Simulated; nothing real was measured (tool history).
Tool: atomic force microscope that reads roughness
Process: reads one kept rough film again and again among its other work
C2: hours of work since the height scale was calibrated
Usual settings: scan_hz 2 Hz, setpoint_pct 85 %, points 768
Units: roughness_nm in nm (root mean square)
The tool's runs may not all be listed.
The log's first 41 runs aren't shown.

{"run": 42, "day": 67.733, "scan_hz": 2, "setpoint_pct": 71, "points": 760, "pictures with this tip": 251, "C2": 1434, "roughness_nm": 0.568}
{"day": 68.688, "done": "new tip fitted"}
{"run": 43, "day": 69.842, "scan_hz": 2, "setpoint_pct": 59, "points": 937, "pictures with this tip": 40, "C2": 1462, "roughness_nm": 0.717}
{"run": 44, "day": 71.458, "scan_hz": 2, "setpoint_pct": 59, "points": 937, "pictures with this tip": 95, "C2": 1484, "roughness_nm": 0.674}
{"run": 45, "day": 72.85, "scan_hz": 2, "setpoint_pct": 59, "points": 937, "pictures with this tip": 142, "C2": 1503, "roughness_nm": 0.651}
{"run": 46, "day": 73.771, "scan_hz": 2, "setpoint_pct": 64, "points": 372, "pictures with this tip": 173, "C2": 1516, "roughness_nm": 0.609}
{"run": 47, "day": 75.75, "scan_hz": 2, "setpoint_pct": 64, "points": 372, "pictures with this tip": 241, "C2": 1542, "roughness_nm": 0.572}
{"day": 77.079, "done": "new tip fitted"}
{"run": 48, "day": 77.983, "scan_hz": 2, "setpoint_pct": 86, "points": 768, "pictures with this tip": 31, "C2": 1572, "roughness_nm": 0.625}
{"run": 49, "day": 79.517, "scan_hz": 2, "setpoint_pct": 78, "points": 712, "pictures with this tip": 83, "C2": 1593, "roughness_nm": 0.626}
{"run": 50, "day": 81.492, "scan_hz": 2, "setpoint_pct": 78, "points": 712, "pictures with this tip": 150, "C2": 1620, "roughness_nm": 0.59}
{"run": 51, "day": 83.142, "scan_hz": 2, "setpoint_pct": 78, "points": 712, "pictures with this tip": 207, "C2": 1642, "roughness_nm": 0.561}
{"run": 52, "day": 84.654, "scan_hz": 2.07, "setpoint_pct": 85, "points": 768, "pictures with this tip": 258, "C2": 1663, "roughness_nm": 0.505}

Forecast each of these 3 alternatives for the next run:
{"day": 85.375, "done": "new tip fitted"}
{"run": "A", "day": 85.983, "scan_hz": 1.19, "setpoint_pct": 64, "points": 768, "pictures with this tip": 21, "C2": 1680, "roughness_nm": "?"}
{"day": 85.375, "done": "new tip fitted"}
{"run": "B", "day": 85.983, "scan_hz": 2, "setpoint_pct": 80, "points": 768, "pictures with this tip": 21, "C2": 1680, "roughness_nm": "?"}
{"day": 85.375, "done": "new tip fitted"}
{"run": "C", "day": 85.983, "scan_hz": 2, "setpoint_pct": 85, "points": 875, "pictures with this tip": 21, "C2": 1680, "roughness_nm": "?"}

run=A roughness_nm=0.727
run=B roughness_nm=0.662
run=C roughness_nm=0.637
Without the tool's hidden state the same runs would have given:
run=A roughness_nm=0.756
run=B roughness_nm=0.689
run=C roughness_nm=0.664

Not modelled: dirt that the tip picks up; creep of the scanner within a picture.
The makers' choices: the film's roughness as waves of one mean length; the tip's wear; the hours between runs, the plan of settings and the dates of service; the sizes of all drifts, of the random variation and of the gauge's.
